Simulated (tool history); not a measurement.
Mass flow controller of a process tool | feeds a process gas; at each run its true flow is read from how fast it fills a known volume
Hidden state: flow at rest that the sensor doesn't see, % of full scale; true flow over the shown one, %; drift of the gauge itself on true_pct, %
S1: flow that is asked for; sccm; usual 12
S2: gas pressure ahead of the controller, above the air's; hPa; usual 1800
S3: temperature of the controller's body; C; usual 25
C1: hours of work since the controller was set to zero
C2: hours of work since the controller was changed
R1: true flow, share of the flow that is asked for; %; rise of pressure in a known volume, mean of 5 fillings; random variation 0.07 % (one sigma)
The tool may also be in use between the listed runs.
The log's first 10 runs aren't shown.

run    hour  S1    S2  S3    C1    C2      R1
 11  1479.3   3  1800  25  1980  1980  102.43
 12  1593.4  12  1800  25  2044  2044  100.55
 13  1725.7  12  1800  25  2118  2118  100.51
 14  1860.7  12  1800  25  2193  2193  100.66
 15  2006.3  12  1800  28  2274  2274  100.78
 16    2202  12  1800  28  2383  2383   100.9
 17  2358.1  12  1800  28  2470  2470  100.96
 18  2497.1  19  1680  21  2548  2548  100.97
 19  2714.4   6  1520  20  2669  2669  101.52
 20  2829.8  16  2080  39  2733  2733  101.68
 21  2921.8  17  2080  39  2784  2784  101.85
 22  3061.5  12  2300  25  2862  2862  100.82
 23  3186.7  12  2300  25  2932  2932  100.86
 24  3401.3  12  2300  25  3051  3051  100.96
 25  3595.5   4  2600  25  3160  3160  103.07
 26  3755.5  12  1800  23  3249  3249   101.2
 27  3900.3  12  1800  23  3329  3329   101.1
 28  4048.7  12  1800  25  3412  3412   101.3
 29  4149.5  18  1800  23  3468  3468  101.28
 30  4346.5   5  1480  24  3578  3578  103.31
 31  4481.8   4  1800  29  3654  3654  104.45
 32  4588.7   4  1800  29  3713  3713  104.61
 33  4761.6   4  1800  29  3809  3809  104.82
 34  4903.4  12  1800  24  3888  3888   101.7

5 ways to go on from here, each from the tool as it stands after run 34. What would each give?
  A  5027.7  12  1800  24  3958  3958   ?
  B  5027.7  12  1710  25  3958  3958   ?
  C  5027.7   2  2580  24  3958  3958   ?
  D  5027.7  12  2070  31  3958  3958   ?
  E  5027.7  12  1560  24  3958  3958   ?

run      R1
  A  101.61
  B  101.77
  C  109.83
  D  102.03
  E  101.87
Without the tool's hidden state the same runs would have given:
run     R1
  A   99.2
  B  99.37
  C  98.05
  D  99.62
  E  99.46
